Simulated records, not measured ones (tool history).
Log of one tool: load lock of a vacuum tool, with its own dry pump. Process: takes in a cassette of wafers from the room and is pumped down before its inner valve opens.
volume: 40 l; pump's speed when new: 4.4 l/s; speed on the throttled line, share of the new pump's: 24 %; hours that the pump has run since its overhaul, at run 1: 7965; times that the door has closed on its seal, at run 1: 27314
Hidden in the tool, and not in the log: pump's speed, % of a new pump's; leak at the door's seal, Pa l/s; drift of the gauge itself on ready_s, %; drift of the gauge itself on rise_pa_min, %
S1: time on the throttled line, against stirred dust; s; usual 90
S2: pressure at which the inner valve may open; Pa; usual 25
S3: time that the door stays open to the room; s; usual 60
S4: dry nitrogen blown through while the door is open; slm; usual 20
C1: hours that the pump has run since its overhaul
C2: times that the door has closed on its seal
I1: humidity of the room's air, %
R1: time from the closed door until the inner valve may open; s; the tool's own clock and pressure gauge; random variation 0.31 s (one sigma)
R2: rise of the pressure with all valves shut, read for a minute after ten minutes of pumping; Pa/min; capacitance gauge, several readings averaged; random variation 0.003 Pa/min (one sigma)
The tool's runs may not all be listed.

run	hour	S1	S2	S3	S4	C1	C2	I1	R1	R2
1	0.0	90	25	60	20	7965	27314	44.3	147.4	0.401
2	410.2	90	25	60	20	8376	29268	48.1	146.9	0.446
3	791.8	90	32	60	20	8757	31086	47.0	145.1	0.495
# hour 921.2: door's seal changed, seat wiped
4	1087.5	61	32	60	20	9051	792	45.1	123.5	0.032
5	1472.1	61	32	60	20	9436	2625	44.1	123.7	0.044
6	1718.2	61	32	60	20	9682	3797	43.7	124.4	0.055
7	1965.4	61	32	60	20	9929	4975	43.9	124.0	0.059
8	2228.8	90	25	60	20	10193	6230	43.0	148.6	0.074
9	2545.9	90	25	60	20	10510	7741	43.8	148.3	0.088
10	2781.9	90	27	60	8	10746	8865	45.2	147.6	0.109
11	3019.5	52	44	60	8	10983	9997	44.0	115.0	0.124
12	3228.1	58	25	102	43	11192	10991	49.0	124.6	0.127
13	3639.7	168	48	176	13	11604	12952	47.6	199.3	0.172
14	3895.8	141	48	176	7	11860	14172	41.8	179.3	0.198
15	4093.5	90	27	59	20	12057	15114	45.7	148.3	0.192
16	4348.4	90	27	59	20	12312	16329	43.1	148.4	0.210
17	4754.8	90	43	60	20	12719	18265	46.0	143.8	0.252

Forecast each of these 5 alternatives for the next run:
A	4991.7	71	36	60	11	12956	19394	44.3	?	?
B	4991.7	106	28	60	20	12956	19394	45.3	?	?
C	4991.7	83	43	60	20	12956	19394	48.4	?	?
D	4991.7	90	18	60	20	12956	19394	45.9	?	?
E	4991.7	67	21	43	20	12956	19394	46.6	?	?

run	R1	R2
A	131.5	0.278
B	159.7	0.268
C	139.6	0.269
D	153.3	0.269
E	135.1	0.266
Without the tool's hidden state the same runs would have given:
run	R1	R2
A	125.9	0.032
B	154.7	0.024
C	134.3	0.027
D	147.2	0.025
E	128.8	0.022
